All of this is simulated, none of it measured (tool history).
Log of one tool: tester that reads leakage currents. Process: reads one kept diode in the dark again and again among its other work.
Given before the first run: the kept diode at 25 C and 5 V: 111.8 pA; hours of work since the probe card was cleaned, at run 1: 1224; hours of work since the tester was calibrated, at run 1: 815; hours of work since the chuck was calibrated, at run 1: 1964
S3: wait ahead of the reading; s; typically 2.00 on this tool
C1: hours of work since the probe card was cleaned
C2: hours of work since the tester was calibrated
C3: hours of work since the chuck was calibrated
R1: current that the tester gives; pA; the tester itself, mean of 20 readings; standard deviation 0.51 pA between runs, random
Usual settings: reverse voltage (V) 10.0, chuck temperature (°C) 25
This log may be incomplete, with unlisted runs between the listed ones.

run 1 hour=0.0 | reverse_voltage_(V)=10.0 chuck_temperature_(°C)=25 S3=2.00 | C1=1224 C2=815 C3=1964 | R1=168.57
run 2 hour=122.0 | reverse_voltage_(V)=10.0 chuck_temperature_(°C)=25 S3=2.00 | C1=1283 C2=874 C3=2023 | R1=168.54
-- hour=214.2 chuck's temperature calibrated
run 3 hour=232.7 | reverse_voltage_(V)=10.0 chuck_temperature_(°C)=25 S3=2.00 | C1=1335 C2=927 C3=9 | R1=169.25
run 4 hour=324.0 | reverse_voltage_(V)=10.0 chuck_temperature_(°C)=25 S3=2.00 | C1=1379 C2=971 C3=53 | R1=169.09
run 5 hour=390.9 | reverse_voltage_(V)=10.0 chuck_temperature_(°C)=25 S3=2.00 | C1=1412 C2=1003 C3=85 | R1=169.07
run 6 hour=448.2 | reverse_voltage_(V)=10.0 chuck_temperature_(°C)=25 S3=1.49 | C1=1439 C2=1031 C3=113 | R1=169.70
run 7 hour=527.8 | reverse_voltage_(V)=4.5 chuck_temperature_(°C)=25 S3=1.49 | C1=1478 C2=1069 C3=152 | R1=105.69
run 8 hour=632.9 | reverse_voltage_(V)=4.5 chuck_temperature_(°C)=25 S3=1.49 | C1=1529 C2=1120 C3=202 | R1=106.02
run 9 hour=724.8 | reverse_voltage_(V)=12.2 chuck_temperature_(°C)=43 S3=7.15 | C1=1573 C2=1165 C3=247 | R1=921.83
-- hour=759.0 probe card cleaned and baked
run 10 hour=845.8 | reverse_voltage_(V)=12.3 chuck_temperature_(°C)=41 S3=8.18 | C1=42 C2=1222 C3=304 | R1=781.22
run 11 hour=942.1 | reverse_voltage_(V)=12.3 chuck_temperature_(°C)=22 S3=8.18 | C1=89 C2=1268 C3=350 | R1=143.92
run 12 hour=1022.8 | reverse_voltage_(V)=12.3 chuck_temperature_(°C)=44 S3=7.21 | C1=128 C2=1307 C3=390 | R1=1009.20
run 13 hour=1093.4 | reverse_voltage_(V)=10.0 chuck_temperature_(°C)=38 S3=2.16 | C1=162 C2=1341 C3=424 | R1=538.47
run 14 hour=1155.4 | reverse_voltage_(V)=10.0 chuck_temperature_(°C)=38 S3=2.16 | C1=192 C2=1371 C3=454 | R1=538.32
run 15 hour=1221.9 | reverse_voltage_(V)=1.5 chuck_temperature_(°C)=31 S3=0.41 | C1=224 C2=1403 C3=486 | R1=96.34
run 16 hour=1307.4 | reverse_voltage_(V)=2.2 chuck_temperature_(°C)=31 S3=1.06 | C1=265 C2=1445 C3=527 | R1=120.34

Alternative continuations, all from the tool just after run 16; predict every row:
run A hour=1396.7 | reverse_voltage_(V)=5.7 chuck_temperature_(°C)=45 S3=1.06 | C1=308 C2=1488 C3=570 | R1=?
run B hour=1396.7 | reverse_voltage_(V)=10.0 chuck_temperature_(°C)=22 S3=2.29 | C1=308 C2=1488 C3=570 | R1=?
run C hour=1396.7 | reverse_voltage_(V)=10.0 chuck_temperature_(°C)=58 S3=2.00 | C1=308 C2=1488 C3=570 | R1=?
run D hour=1396.7 | reverse_voltage_(V)=2.2 chuck_temperature_(°C)=31 S3=0.71 | C1=308 C2=1488 C3=570 | R1=?
run E hour=1396.7 | reverse_voltage_(V)=10.6 chuck_temperature_(°C)=34 S3=7.64 | C1=308 C2=1488 C3=570 | R1=?

run=A R1=694.13
run=B R1=127.07
run=C R1=2712.57
run=D R1=120.61
run=E R1=395.23
Stripped of hidden state, with their random variation kept, the same runs would have yielded:
run=A R1=693.96
run=B R1=127.02
run=C R1=2711.96
run=D R1=120.58
run=E R1=395.12

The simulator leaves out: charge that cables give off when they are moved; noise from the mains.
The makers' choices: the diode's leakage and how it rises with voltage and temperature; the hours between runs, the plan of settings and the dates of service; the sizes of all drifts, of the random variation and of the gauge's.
